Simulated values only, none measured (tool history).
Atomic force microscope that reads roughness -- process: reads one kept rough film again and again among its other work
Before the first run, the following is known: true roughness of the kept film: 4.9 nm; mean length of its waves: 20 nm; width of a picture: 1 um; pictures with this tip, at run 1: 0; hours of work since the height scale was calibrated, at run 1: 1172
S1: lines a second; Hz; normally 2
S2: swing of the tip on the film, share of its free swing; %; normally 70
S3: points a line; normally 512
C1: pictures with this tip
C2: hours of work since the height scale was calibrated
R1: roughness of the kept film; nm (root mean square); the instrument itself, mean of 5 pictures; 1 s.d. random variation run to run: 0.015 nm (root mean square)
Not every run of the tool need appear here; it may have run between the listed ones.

{"run": 1, "hour": 0.0, "S1": 2, "S2": 70, "S3": 512, "C1": 0, "C2": 1172, "R1": 3.631}
{"run": 2, "hour": 24.2, "S1": 2, "S2": 65, "S3": 512, "C1": 41, "C2": 1190, "R1": 3.559}
{"run": 3, "hour": 55.0, "S1": 2, "S2": 70, "S3": 512, "C1": 92, "C2": 1212, "R1": 3.286}
{"run": 4, "hour": 102.1, "S1": 2, "S2": 70, "S3": 512, "C1": 170, "C2": 1247, "R1": 3.062}
{"run": 5, "hour": 139.7, "S1": 2, "S2": 70, "S3": 512, "C1": 233, "C2": 1275, "R1": 2.885}
{"run": 6, "hour": 180.6, "S1": 2, "S2": 70, "S3": 512, "C1": 301, "C2": 1305, "R1": 2.712}
{"run": 7, "hour": 221.5, "S1": 2, "S2": 70, "S3": 512, "C1": 369, "C2": 1335, "R1": 2.55}
{"hour": 230.4, "done": "new tip fitted"}
{"run": 8, "hour": 264.6, "S1": 2, "S2": 70, "S3": 512, "C1": 57, "C2": 1366, "R1": 3.408}
{"run": 9, "hour": 296.2, "S1": 2, "S2": 70, "S3": 512, "C1": 110, "C2": 1390, "R1": 3.245}
{"run": 10, "hour": 322.6, "S1": 2, "S2": 70, "S3": 512, "C1": 154, "C2": 1409, "R1": 3.092}
{"run": 11, "hour": 366.1, "S1": 2, "S2": 70, "S3": 512, "C1": 226, "C2": 1441, "R1": 2.865}
{"run": 12, "hour": 392.1, "S1": 2, "S2": 70, "S3": 512, "C1": 270, "C2": 1461, "R1": 2.782}
{"run": 13, "hour": 422.5, "S1": 2, "S2": 70, "S3": 512, "C1": 320, "C2": 1483, "R1": 2.668}
{"run": 14, "hour": 452.2, "S1": 2, "S2": 70, "S3": 512, "C1": 370, "C2": 1505, "R1": 2.571}
{"hour": 460.1, "done": "new tip fitted"}
{"run": 15, "hour": 494.7, "S1": 2, "S2": 70, "S3": 512, "C1": 58, "C2": 1536, "R1": 3.406}
{"run": 16, "hour": 521.1, "S1": 2, "S2": 70, "S3": 512, "C1": 102, "C2": 1555, "R1": 3.285}
{"run": 17, "hour": 568.3, "S1": 2, "S2": 70, "S3": 512, "C1": 180, "C2": 1590, "R1": 3.042}
{"run": 18, "hour": 617.8, "S1": 2, "S2": 70, "S3": 512, "C1": 263, "C2": 1627, "R1": 2.825}
{"run": 19, "hour": 652.4, "S1": 2, "S2": 70, "S3": 512, "C1": 321, "C2": 1652, "R1": 2.697}
{"hour": 690.4, "done": "new tip fitted"}
{"run": 20, "hour": 703.5, "S1": 2, "S2": 82, "S3": 512, "C1": 22, "C2": 1690, "R1": 3.297}
{"run": 21, "hour": 735.3, "S1": 2, "S2": 82, "S3": 512, "C1": 75, "C2": 1713, "R1": 3.151}
{"run": 22, "hour": 787.1, "S1": 2, "S2": 82, "S3": 512, "C1": 161, "C2": 1751, "R1": 2.882}
{"run": 23, "hour": 837.4, "S1": 2, "S2": 77, "S3": 398, "C1": 245, "C2": 1788, "R1": 2.754}
{"run": 24, "hour": 878.0, "S1": 1.49, "S2": 88, "S3": 563, "C1": 313, "C2": 1818, "R1": 2.538}
{"hour": 922.9, "done": "new tip fitted"}
{"run": 25, "hour": 925.4, "S1": 1.49, "S2": 65, "S3": 563, "C1": 5, "C2": 1853, "R1": 3.758}
{"run": 26, "hour": 974.8, "S1": 0.85, "S2": 70, "S3": 349, "C1": 87, "C2": 1889, "R1": 3.381}
{"run": 27, "hour": 1019.8, "S1": 0.8, "S2": 70, "S3": 413, "C1": 162, "C2": 1923, "R1": 3.181}
{"run": 28, "hour": 1059.0, "S1": 2.23, "S2": 70, "S3": 508, "C1": 227, "C2": 1951, "R1": 2.846}
{"run": 29, "hour": 1112.3, "S1": 0.79, "S2": 66, "S3": 413, "C1": 316, "C2": 1991, "R1": 2.802}
{"run": 30, "hour": 1140.8, "S1": 1.37, "S2": 66, "S3": 413, "C1": 364, "C2": 2012, "R1": 2.65}
{"hour": 1153.7, "done": "new tip fitted"}
{"run": 31, "hour": 1173.5, "S1": 2, "S2": 70, "S3": 580, "C1": 33, "C2": 2036, "R1": 3.484}
{"run": 32, "hour": 1199.2, "S1": 1.86, "S2": 81, "S3": 1001, "C1": 76, "C2": 2055, "R1": 3.192}
{"run": 33, "hour": 1249.6, "S1": 1.51, "S2": 70, "S3": 288, "C1": 160, "C2": 2092, "R1": 3.044}
{"run": 34, "hour": 1299.5, "S1": 1.51, "S2": 70, "S3": 288, "C1": 243, "C2": 2129, "R1": 2.849}
{"run": 35, "hour": 1346.1, "S1": 1.51, "S2": 70, "S3": 288, "C1": 321, "C2": 2163, "R1": 2.659}
{"run": 36, "hour": 1381.1, "S1": 0.91, "S2": 77, "S3": 512, "C1": 379, "C2": 2189, "R1": 2.618}
{"hour": 1385.0, "done": "new tip fitted"}
{"run": 37, "hour": 1426.5, "S1": 2.15, "S2": 62, "S3": 744, "C1": 69, "C2": 2222, "R1": 3.469}
{"run": 38, "hour": 1450.3, "S1": 2.15, "S2": 62, "S3": 744, "C1": 108, "C2": 2240, "R1": 3.36}
{"run": 39, "hour": 1485.5, "S1": 3.13, "S2": 88, "S3": 271, "C1": 167, "C2": 2265, "R1": 2.484}
{"run": 40, "hour": 1509.1, "S1": 3.13, "S2": 88, "S3": 271, "C1": 206, "C2": 2283, "R1": 2.391}
{"run": 41, "hour": 1555.8, "S1": 2.39, "S2": 88, "S3": 611, "C1": 284, "C2": 2317, "R1": 2.433}
{"run": 42, "hour": 1580.6, "S1": 3.28, "S2": 86, "S3": 754, "C1": 325, "C2": 2336, "R1": 2.254}

Branching from run 42: 4 alternative next runs. What would each branch give?
{"hour": 1615.7, "done": "new tip fitted"}
{"run": "A", "hour": 1628.0, "S1": 3.28, "S2": 86, "S3": 649, "C1": 21, "C2": 2370, "R1": "?"}
{"hour": 1615.7, "done": "new tip fitted"}
{"run": "B", "hour": 1628.0, "S1": 3.9, "S2": 86, "S3": 754, "C1": 21, "C2": 2370, "R1": "?"}
{"hour": 1615.7, "done": "new tip fitted"}
{"run": "C", "hour": 1628.0, "S1": 1.97, "S2": 70, "S3": 512, "C1": 21, "C2": 2370, "R1": "?"}
{"hour": 1615.7, "done": "new tip fitted"}
{"run": "D", "hour": 1628.0, "S1": 0.74, "S2": 90, "S3": 381, "C1": 21, "C2": 2370, "R1": "?"}

run=A R1=2.971
run=B R1=2.874
run=C R1=3.545
run=D R1=3.509
Without the tool's unlogged condition, the same runs would have read:
run=A R1=3.044
run=B R1=2.945
run=C R1=3.633
run=D R1=3.596
